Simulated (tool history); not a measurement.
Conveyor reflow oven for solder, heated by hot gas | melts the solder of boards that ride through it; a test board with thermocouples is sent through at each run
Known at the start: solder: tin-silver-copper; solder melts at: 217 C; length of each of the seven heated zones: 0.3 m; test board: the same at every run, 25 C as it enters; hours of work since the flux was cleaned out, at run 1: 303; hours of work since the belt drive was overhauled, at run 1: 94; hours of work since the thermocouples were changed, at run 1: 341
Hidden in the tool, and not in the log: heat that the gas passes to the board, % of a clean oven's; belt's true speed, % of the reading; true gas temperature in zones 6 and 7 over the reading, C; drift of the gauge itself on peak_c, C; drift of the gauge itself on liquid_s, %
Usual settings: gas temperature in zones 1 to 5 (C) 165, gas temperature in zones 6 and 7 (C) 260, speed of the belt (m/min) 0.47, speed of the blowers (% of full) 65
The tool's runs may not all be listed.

run	hour	gas temperature in zones 1 to 5 (C)	gas temperature in zones 6 and 7 (C)	speed of the belt (m/min)	speed of the blowers (% of full)	hours of work since the flux was cleaned out	hours of work since the belt drive was overhauled	hours of work since the thermocouples were changed	highest temperature of the board (C)	time above the solder's melting point (s)
1	0	165	260	0.47	65	303	94	341	240.7	43
2	14.1	165	260	0.47	65	314	105	352	240.7	43.3
3	23.4	165	260	0.47	65	322	113	360	240.6	43.2
4	40.1	165	260	0.47	65	334	125	372	240.5	43.2
5	59.8	165	260	0.47	65	350	141	388	240.4	42.9
6	71.5	165	260	0.47	65	359	150	397	240.2	42.5
7	81.2	165	260	0.47	65	366	157	404	240.2	42.8
8	90.1	165	260	0.47	65	373	164	411	240.1	42.8
9	103.6	165	260	0.47	65	383	174	422	239.8	42.4
10	112.7	165	260	0.47	65	391	182	429	240.3	42
11	127.6	165	260	0.47	65	402	193	440	239.8	42.5
# hour 135.1: flux residue cleaned out of gas plates and filters
12	151.4	165	260	0.47	65	13	208	455	244.1	47.5
13	160	165	260	0.47	65	19	214	461	243.9	47.5
14	171	165	260	0.47	65	28	223	470	244	47.5
15	183.3	165	260	0.47	65	37	232	479	244	47.3
16	201.7	165	260	0.47	85	51	246	493	246.3	50.7
17	213.6	165	260	0.47	85	61	256	503	246.2	50.8
18	232.2	152	274	0.437	54	75	270	517	253.9	55.6
19	244.9	177	274	0.55	66	85	280	527	252.4	48.8
20	258.2	177	274	0.55	66	95	290	537	252.3	48.9
21	269.5	177	274	0.55	66	104	299	546	252	48.6
22	288.8	177	274	0.543	66	119	314	561	252.5	49.5
23	305.6	177	274	0.543	66	132	327	574	252.3	49.5
24	322.3	160	274	0.508	59	145	340	587	249.6	46.1
25	333.8	165	260	0.47	81	154	349	596	245.2	49.6
26	353.5	165	260	0.555	65	169	364	611	236.7	31.7
27	363.7	178	263	0.544	65	177	372	619	242.4	42.6
28	374.5	178	263	0.544	65	185	380	627	242.5	42.5
29	391.2	165	260	0.47	85	198	393	640	245.2	49.3
30	406.6	171	267	0.548	81	210	405	652	246.7	43.8
31	425.5	158	264	0.466	78	224	419	666	246.6	48.8
32	436.7	156	268	0.466	78	233	428	675	249.7	50.7

3 ways to go on from here, each from the tool as it stands after run 32. What would each give?
A	450.6	156	268	0.503	78	244	439	686	?	?
B	450.6	180	273	0.47	68	244	439	686	?	?
C	450.6	156	254	0.466	78	244	439	686	?	?

run	highest temperature of the board (C)	time above the solder's melting point (s)
A	246.5	43.4
B	256.6	62.6
C	237.6	39
Without the tool's hidden state the same runs would have given:
run	highest temperature of the board (C)	time above the solder's melting point (s)
A	248.8	45.4
B	258	63.2
C	239.3	41.6

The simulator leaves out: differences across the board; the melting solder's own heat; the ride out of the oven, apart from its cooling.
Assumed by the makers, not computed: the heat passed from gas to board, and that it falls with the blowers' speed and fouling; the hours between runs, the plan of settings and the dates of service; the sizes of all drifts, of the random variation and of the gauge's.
